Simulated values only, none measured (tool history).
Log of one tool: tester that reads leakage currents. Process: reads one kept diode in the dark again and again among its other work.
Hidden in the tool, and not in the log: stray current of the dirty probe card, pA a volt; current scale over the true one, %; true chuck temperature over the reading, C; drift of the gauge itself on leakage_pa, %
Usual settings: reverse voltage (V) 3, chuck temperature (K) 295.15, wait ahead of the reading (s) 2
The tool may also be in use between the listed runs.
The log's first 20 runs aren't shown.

run,day,reverse voltage (V),chuck temperature (K),wait ahead of the reading (s),hours of work since the probe card was cleaned,hours of work since the tester was calibrated,hours of work since the chuck was calibrated,current that the tester gives (pA)
21,56.383,3.73,295.15,2,1747,1173,192,75.83
22,58.154,1.85,302.15,2.43,1769,1195,214,90.96
23,61.646,3,306.15,3.45,1813,1239,258,152.67
24,65.304,3,306.15,3.45,1859,1285,304,152.53
25,68.854,15.87,295.15,7.06,1903,1330,349,152.2
26,72.467,1.96,295.15,0.53,1948,1375,394,55.2
27,76.292,11.2,295.15,4.8,1996,1423,442,127.9
28,80.083,8.18,320.15,4.8,2044,1470,489,639.82
29,83.021,8.18,320.15,4.8,2081,1507,526,635.13
30,84.754,8.18,320.15,4.8,2103,1529,548,639.88
31,87.071,8.18,304.15,4.8,2132,1558,577,212.49
32,90.904,8.18,304.15,4.8,2180,1606,625,212.69
33,94.396,8.18,304.15,4.8,2223,1650,669,211.18
34,96.842,12.86,296.15,6.87,2254,1681,700,147.11
35,100.729,12.86,296.15,6.87,2303,1729,748,145.29
36,103.017,8.65,326.15,0.51,2332,1758,777,956.66
37,105.817,16.86,326.15,9.01,2367,1793,812,1311.19
38,108.546,17.19,329.15,4.98,2401,1827,846,1598.29
39,111.954,7.34,319.15,5.69,2444,1870,889,559.11
40,114.454,7.34,319.15,5.69,2475,1901,920,560.56
41,117.988,3.99,306.15,2,2519,1946,965,171.01

Forecast each of these 3 alternatives for the next run:
A,121.862,12.21,295.15,2,2568,1994,1013,?
B,121.862,3.28,306.15,0.61,2568,1994,1013,?
C,121.862,3,329.15,6.1,2568,1994,1013,?

run,current that the tester gives (pA)
A,132.48
B,156.62
C,687.68
Without the tool's hidden state the same runs would have given:
run,current that the tester gives (pA)
A,134.03
B,160.75
C,704.98

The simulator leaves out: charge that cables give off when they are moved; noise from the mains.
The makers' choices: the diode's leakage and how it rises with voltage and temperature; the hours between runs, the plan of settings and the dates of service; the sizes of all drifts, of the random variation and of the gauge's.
